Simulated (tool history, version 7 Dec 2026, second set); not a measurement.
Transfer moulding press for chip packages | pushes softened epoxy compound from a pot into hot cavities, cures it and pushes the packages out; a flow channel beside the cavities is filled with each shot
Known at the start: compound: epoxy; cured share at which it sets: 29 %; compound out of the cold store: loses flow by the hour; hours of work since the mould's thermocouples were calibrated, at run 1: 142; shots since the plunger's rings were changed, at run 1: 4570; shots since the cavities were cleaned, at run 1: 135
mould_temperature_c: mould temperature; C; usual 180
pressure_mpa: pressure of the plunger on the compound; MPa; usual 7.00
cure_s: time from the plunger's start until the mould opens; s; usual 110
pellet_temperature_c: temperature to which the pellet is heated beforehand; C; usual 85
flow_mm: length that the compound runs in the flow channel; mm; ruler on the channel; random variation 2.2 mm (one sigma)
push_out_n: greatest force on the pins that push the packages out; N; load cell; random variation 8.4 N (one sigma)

run,hour,mould_temperature_c,pressure_mpa,cure_s,pellet_temperature_c,hours of work since the mould's thermocouples were calibrated,shots since the plunger's rings were changed,shots since the cavities were cleaned,incoming compound's hours out of the cold store,flow_mm,push_out_n
1,0.0,180,7.00,110,85,142,4570,135,26.2,782,523
2,7.0,180,7.00,110,85,147,4656,221,9.0,873,592
3,20.2,180,7.00,110,85,157,4817,382,20.0,808,699
# hour 24.7: cavities cleaned with cleaning compound and waxed
4,27.8,180,7.00,110,85,161,4892,38,11.0,855,451
5,39.7,180,7.00,110,85,170,5037,183,8.7,868,561
6,49.5,180,7.00,110,85,177,5156,302,25.1,780,629
7,57.9,180,7.00,144,85,183,5259,405,17.4,815,625
# hour 60.5: cavities cleaned with cleaning compound and waxed
8,71.1,180,7.72,144,85,192,5402,129,20.9,840,415
9,77.6,180,7.72,144,85,197,5482,209,29.3,796,483
10,84.0,180,7.72,144,85,202,5559,286,10.2,900,532
11,91.4,180,7.72,144,85,207,5650,377,22.5,827,583
# hour 96.4: cavities cleaned with cleaning compound and waxed
12,105.9,180,7.72,144,85,217,5808,116,24.0,823,430
13,112.9,180,7.72,92,85,222,5894,202,35.3,760,730
# hour 116.3: plunger's sealing rings changed
14,121.4,180,7.72,92,85,226,63,275,22.6,873,831
15,130.1,188,5.42,110,85,233,169,381,14.2,752,581
# hour 135.0: cavities cleaned with cleaning compound and waxed
16,141.6,188,5.42,110,91,240,291,80,38.8,641,409
17,150.4,188,5.42,110,91,246,399,188,41.3,633,495
18,164.0,180,7.00,110,90,256,565,354,39.0,746,659
# hour 171.2: cavities cleaned with cleaning compound and waxed
19,178.3,180,7.00,94,90,266,721,87,18.2,854,602
20,189.0,180,7.00,94,90,274,852,218,11.0,888,737
21,202.0,180,7.00,94,90,283,1010,376,16.3,857,848
# hour 207.1: cavities cleaned with cleaning compound and waxed
22,212.7,185,7.00,110,80,290,1123,68,42.2,720,404
23,224.5,181,5.27,121,95,299,1267,212,44.2,621,522
24,233.2,180,7.00,112,85,305,1373,318,24.2,814,625
# hour 243.7: cavities cleaned with cleaning compound and waxed
25,243.7,184,6.62,138,86,312,1483,0,30.9,752,335
26,256.1,180,5.84,129,80,321,1634,151,23.0,749,500

5 ways to go on from here, each from the tool as it stands after run 26. What would each give?
A,264.1,180,5.84,132,80,327,1732,249,14.0,?,?
B,264.1,180,5.84,99,84,327,1732,249,9.2,?,?
C,264.1,178,5.84,129,80,327,1732,249,41.3,?,?
D,264.1,180,5.32,143,87,327,1732,249,23.9,?,?
E,264.1,180,7.00,140,85,327,1732,249,23.1,?,?

run,flow_mm,push_out_n
A,793,546
B,819,691
C,670,552
D,707,521
E,813,530
Without the tool's hidden state the same runs would have given:
run,flow_mm,push_out_n
A,808,346
B,835,445
C,683,351
D,721,327
E,829,333
